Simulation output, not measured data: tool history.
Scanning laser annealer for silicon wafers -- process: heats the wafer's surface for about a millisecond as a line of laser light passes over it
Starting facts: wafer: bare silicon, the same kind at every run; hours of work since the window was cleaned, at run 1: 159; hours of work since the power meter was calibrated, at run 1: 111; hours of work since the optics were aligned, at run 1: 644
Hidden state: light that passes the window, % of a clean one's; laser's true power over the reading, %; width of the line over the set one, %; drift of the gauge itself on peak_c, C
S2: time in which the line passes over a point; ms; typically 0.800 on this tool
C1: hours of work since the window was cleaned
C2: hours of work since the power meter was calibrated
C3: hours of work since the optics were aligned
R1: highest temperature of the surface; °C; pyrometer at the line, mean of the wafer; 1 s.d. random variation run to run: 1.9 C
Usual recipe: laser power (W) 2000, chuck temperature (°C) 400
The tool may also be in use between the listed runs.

Run 1, hour 0.0: usual settings; C1 159; C2 111; C3 644. Result: R1 1186 °C.
Run 2, hour 17.4: usual settings but laser power (W) 1766; C1 173; C2 125; C3 658. Result: R1 1086 °C.
Run 3, hour 30.6: usual settings but laser power (W) 1766; C1 183; C2 135; C3 668. Result: R1 1084 °C.
Run 4, hour 42.5: usual settings but laser power (W) 1925; C1 192; C2 144; C3 677. Result: R1 1153 °C.
Run 5, hour 62.6: usual settings; C1 208; C2 160; C3 693. Result: R1 1188 °C.
Run 6, hour 75.0: usual settings but chuck temperature (°C) 439; C1 217; C2 169; C3 702. Result: R1 1221 °C.
Run 7, hour 92.4: usual settings but chuck temperature (°C) 413; C1 230; C2 183; C3 716. Result: R1 1192 °C.
Run 8, hour 109.6: usual settings; C1 244; C2 196; C3 729. Result: R1 1180 °C.
Run 9, hour 121.6: usual settings but S2 0.960 ms; C1 253; C2 205; C3 738. Result: R1 1257 °C.
Run 10, hour 144.7: usual settings; C1 271; C2 223; C3 756. Result: R1 1177 °C.
Run 11, hour 167.5: usual settings; C1 288; C2 240; C3 773. Result: R1 1177 °C.
Run 12, hour 188.6: usual settings; C1 304; C2 257; C3 790. Result: R1 1177 °C.
Run 13, hour 199.7: usual settings; C1 313; C2 265; C3 798. Result: R1 1172 °C.
Run 14, hour 223.1: usual settings; C1 331; C2 283; C3 816. Result: R1 1173 °C.
Run 15, hour 234.3: usual settings; C1 340; C2 292; C3 825. Result: R1 1174 °C.
Run 16, hour 254.5: usual settings; C1 355; C2 307; C3 840. Result: R1 1171 °C.
Run 17, hour 265.4: usual settings but laser power (W) 1752, S2 0.840 ms, chuck temperature (°C) 435; C1 364; C2 316; C3 849. Result: R1 1117 °C.
Run 18, hour 289.8: usual settings but laser power (W) 1752, S2 0.840 ms, chuck temperature (°C) 435; C1 382; C2 334; C3 867. Result: R1 1115 °C.
Run 19, hour 301.9: usual settings but laser power (W) 1752, S2 0.693 ms, chuck temperature (°C) 364; C1 392; C2 344; C3 877. Result: R1 978 °C.
Run 20, hour 325.8: usual settings but S2 0.889 ms, chuck temperature (°C) 405; C1 410; C2 362; C3 895. Result: R1 1217 °C.
At hour 328.9: window over the wafer cleaned.
Run 21, hour 343.9: usual settings but laser power (W) 1863, S2 0.671 ms, chuck temperature (°C) 437; C1 12; C2 375; C3 908. Result: R1 1068 °C.
At hour 363.4: optics aligned, line set to its width.
Run 22, hour 372.8: usual settings but laser power (W) 2170, S2 0.579 ms; C1 30; C2 393; C3 7. Result: R1 1105 °C.
Run 23, hour 393.4: usual settings but laser power (W) 2170, S2 0.579 ms; C1 46; C2 409; C3 23. Result: R1 1101 °C.
Run 24, hour 417.7: usual settings but laser power (W) 2170, S2 0.579 ms; C1 64; C2 427; C3 42. Result: R1 1103 °C.
Run 25, hour 435.6: usual settings but laser power (W) 2170, S2 0.579 ms, chuck temperature (°C) 439; C1 78; C2 441; C3 56. Result: R1 1140 °C.
At hour 441.3: window over the wafer cleaned, once more.
Run 26, hour 461.7: usual settings but laser power (W) 1776, S2 0.948 ms, chuck temperature (°C) 395; C1 16; C2 460; C3 74. Result: R1 1158 °C.
Run 27, hour 473.8: usual settings but laser power (W) 2145, chuck temperature (°C) 397; C1 25; C2 469; C3 83. Result: R1 1267 °C.
Run 28, hour 492.8: usual settings but laser power (W) 2139, S2 0.746 ms, chuck temperature (°C) 393; C1 40; C2 484; C3 98. Result: R1 1227 °C.
Run 29, hour 516.8: usual settings but laser power (W) 1914, S2 0.573 ms, chuck temperature (°C) 393; C1 58; C2 502; C3 117. Result: R1 1035 °C.
Run 30, hour 539.9: usual settings but laser power (W) 1914, S2 0.573 ms, chuck temperature (°C) 393; C1 76; C2 520; C3 134. Result: R1 1033 °C.
Run 31, hour 553.5: usual settings but laser power (W) 1839, S2 0.966 ms, chuck temperature (°C) 423; C1 86; C2 530; C3 145. Result: R1 1218 °C.
Run 32, hour 568.1: usual settings but laser power (W) 2195; C1 98; C2 542; C3 156. Result: R1 1284 °C.

Below are 3 alternative next runs, each starting from the tool's condition after run 32. Predict each:
Run A, hour 585.2: usual settings but laser power (W) 1907; C1 111; C2 555; C3 169. Result: R1 ?.
Run B, hour 585.2: usual settings but chuck temperature (°C) 386; C1 111; C2 555; C3 169. Result: R1 ?.
Run C, hour 585.2: usual settings but laser power (W) 1845, chuck temperature (°C) 381; C1 111; C2 555; C3 169. Result: R1 ?.

run    R1
  A  1155
  B  1180
  C  1107
What these runs would have given with no unlogged condition in the tool:
run    R1
  A  1167
  B  1193
  C  1120
